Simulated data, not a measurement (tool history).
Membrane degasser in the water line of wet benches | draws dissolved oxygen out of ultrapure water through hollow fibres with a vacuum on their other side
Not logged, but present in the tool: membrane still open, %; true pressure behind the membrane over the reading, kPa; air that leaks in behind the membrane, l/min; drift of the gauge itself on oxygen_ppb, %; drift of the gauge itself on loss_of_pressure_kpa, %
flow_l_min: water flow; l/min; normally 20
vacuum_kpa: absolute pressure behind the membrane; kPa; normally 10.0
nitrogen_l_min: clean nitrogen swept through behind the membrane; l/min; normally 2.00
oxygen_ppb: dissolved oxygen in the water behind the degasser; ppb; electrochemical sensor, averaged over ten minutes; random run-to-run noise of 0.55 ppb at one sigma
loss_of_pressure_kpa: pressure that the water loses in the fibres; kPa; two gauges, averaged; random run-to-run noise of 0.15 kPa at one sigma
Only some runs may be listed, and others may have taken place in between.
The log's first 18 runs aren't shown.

run	hour	flow_l_min	vacuum_kpa	nitrogen_l_min	hours since the membrane was changed	hours since the vacuum gauge was calibrated	hours since the vacuum lines were made tight	oxygen_ppb	loss_of_pressure_kpa
19	894.1	13	17.6	1.40	1769	3875	9118	308.6	25.24
20	935.2	13	17.6	1.40	1810	3916	9159	308.9	25.35
21	993.8	15	16.4	2.00	1868	3974	9218	233.2	29.21
22	1041.4	20	11.0	0.93	1916	4022	9265	366.7	39.07
23	1083.7	20	11.0	0.93	1958	4064	9308	366.2	39.25
24	1143.2	20	10.0	3.47	2018	4124	9367	103.0	38.98
25	1185.5	20	10.0	3.47	2060	4166	9410	102.8	39.30
26	1247.0	27	7.9	1.32	2122	4228	9471	244.8	53.12
27	1297.7	21	7.9	0.93	2172	4278	9522	238.9	41.24
28	1328.0	14	10.0	0.86	2203	4309	9552	246.5	27.50
29	1394.0	28	8.9	2.48	2268	4375	9618	188.1	55.19
30	1464.6	20	10.1	3.23	2339	4445	9689	111.2	39.82
31	1503.3	13	10.1	2.41	2378	4484	9727	90.6	25.68
32	1561.8	14	10.0	1.74	2436	4542	9786	130.8	27.91
33	1623.2	20	7.1	1.09	2498	4604	9847	167.9	39.79

3 options for the next run, each taken on its own from the tool as it stands now. Forecast them:
A	1668.6	25	16.5	4.18	2543	4649	9893	?	?
B	1668.6	13	17.1	1.09	2543	4649	9893	?	?
C	1668.6	29	6.6	3.61	2543	4649	9893	?	?

run	oxygen_ppb	loss_of_pressure_kpa
A	212.5	49.96
B	374.8	26.03
C	111.5	57.66
The same runs, with their run-to-run variation unchanged, on a tool lacking any hidden condition would have given:
run	oxygen_ppb	loss_of_pressure_kpa
A	212.4	48.14
B	374.6	25.09
C	111.4	55.55

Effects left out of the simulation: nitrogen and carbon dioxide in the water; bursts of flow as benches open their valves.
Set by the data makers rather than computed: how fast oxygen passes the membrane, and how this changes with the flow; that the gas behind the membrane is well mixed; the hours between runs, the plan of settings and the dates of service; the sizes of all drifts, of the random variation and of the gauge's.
